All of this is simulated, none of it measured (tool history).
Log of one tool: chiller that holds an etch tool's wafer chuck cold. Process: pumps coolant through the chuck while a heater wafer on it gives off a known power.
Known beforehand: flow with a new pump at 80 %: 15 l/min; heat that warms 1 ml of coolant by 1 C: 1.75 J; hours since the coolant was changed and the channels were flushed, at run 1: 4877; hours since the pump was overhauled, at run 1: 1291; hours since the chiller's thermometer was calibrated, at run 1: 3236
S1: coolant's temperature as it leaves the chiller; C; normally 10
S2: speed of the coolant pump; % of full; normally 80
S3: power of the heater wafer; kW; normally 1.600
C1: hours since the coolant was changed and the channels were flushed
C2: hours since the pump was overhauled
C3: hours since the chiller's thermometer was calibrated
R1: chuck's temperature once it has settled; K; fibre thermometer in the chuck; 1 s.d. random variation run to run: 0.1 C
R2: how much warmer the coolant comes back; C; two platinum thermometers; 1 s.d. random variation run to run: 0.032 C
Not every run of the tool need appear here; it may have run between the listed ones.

run   hour  S1  S2     S3    C1    C2    C3      R1    R2
  1    0.0  10  80  1.600  4877  1291  3236  302.75  3.78
  2   25.9  10  80  1.600  4903  1317  3262  303.05  3.74
  3   49.0  10  88  1.600  4926  1340  3285  301.55  3.37
  4   80.4  10  77  1.600  4958  1371  3316  303.55  3.91
  5  109.4  10  80  1.649  4987  1400  3345  303.35  3.84
  6  132.7  10  80  1.649  5010  1424  3369  303.55  3.91
  7  153.3  10  80  1.649  5030  1444  3389  303.65  3.87
  8  190.0   2  80  1.649  5067  1481  3426  295.55  3.84
  9  223.2   2  80  1.649  5100  1514  3459  295.55  3.90
     226.6  -- chiller's thermometer calibrated
 10  245.9  18  80  1.649  5122  1536    19  311.75  3.94
 11  275.4  18  80  1.649  5152  1565    49  311.95  3.87
 12  301.3  18  80  1.649  5178  1591    75  312.15  3.88
     307.8  -- chiller's thermometer calibrated, once more
 13  346.1  18  80  1.649  5221  1635    38  311.15  3.91
 14  378.1  18  80  1.649  5253  1667    70  311.25  3.93
 15  418.7  10  80  1.600  5294  1708   111  302.55  3.77
 16  461.7  10  80  1.600  5337  1750   154  302.55  3.78
 17  499.8  19  80  0.849  5375  1789   192  302.35  2.01
 18  529.5  19  80  0.849  5405  1818   222  302.55  2.02
 19  571.5  10  87  1.830  5447  1860   264  304.05  3.96
 20  590.8  10  87  2.151  5466  1880   283  307.65  4.64
 21  616.3  10  80  0.818  5492  1905   308  293.35  1.99
 22  644.0  10  66  2.011  5519  1933   336  312.05  5.91
 23  679.9  10  66  2.011  5555  1969   372  312.15  5.93
 24  701.0  16  80  1.859  5576  1990   393  312.05  4.42
 25  734.5   7  63  0.829  5610  2023   427  292.45  2.61
 26  768.5  19  73  1.498  5644  2057   461  311.95  3.95
 27  810.3  11  67  1.389  5685  2099   502  304.05  3.96
 28  832.2  20  65  1.088  5707  2121   524  309.25  3.28
 29  854.9  20  65  1.088  5730  2144   547  309.35  3.20
 30  875.6  20  65  1.088  5751  2164   568  309.05  3.31
 31  912.7  20  65  1.088  5788  2202   605  309.15  3.20

A few steps of R1 between consecutive runs. Split each: what settings, incoming material and random variation would produce without the hidden state, and what is left over for the hidden state, along with gauge scatter present in only one of the two compared results (measured, and without hidden state):
The tool's hidden condition here consists of: heat passed by the chuck's channels, % of clean ones'; flow at a given pump speed, % of a new pump's; coolant's true temperature over the reading, C; drift of the gauge itself on chuck_c, C; drift of the gauge itself on warmer_back_c, C.
Run 18 -> 19: S1 19 -> 10, S2 80 -> 87, S3 0.849 -> 1.830. R1 +1.50 K: hidden state +1.40, all else +0.10.
Run 20 -> 21: S2 87 -> 80, S3 2.151 -> 0.818. R1 -14.30 K: hidden state -1.70, all else -12.60.
Run 21 -> 22: S2 80 -> 66, S3 0.818 -> 2.011. R1 +18.70 K: hidden state +2.30, all else +16.40.
Run 24 -> 25: S1 16 -> 7, S2 80 -> 63, S3 1.859 -> 0.829. R1 -19.60 K: hidden state -1.30, all else -18.30.
Run 25 -> 26: S1 7 -> 19, S2 63 -> 73, S3 0.829 -> 1.498. R1 +19.50 K: hidden state +1.00, all else +18.50.

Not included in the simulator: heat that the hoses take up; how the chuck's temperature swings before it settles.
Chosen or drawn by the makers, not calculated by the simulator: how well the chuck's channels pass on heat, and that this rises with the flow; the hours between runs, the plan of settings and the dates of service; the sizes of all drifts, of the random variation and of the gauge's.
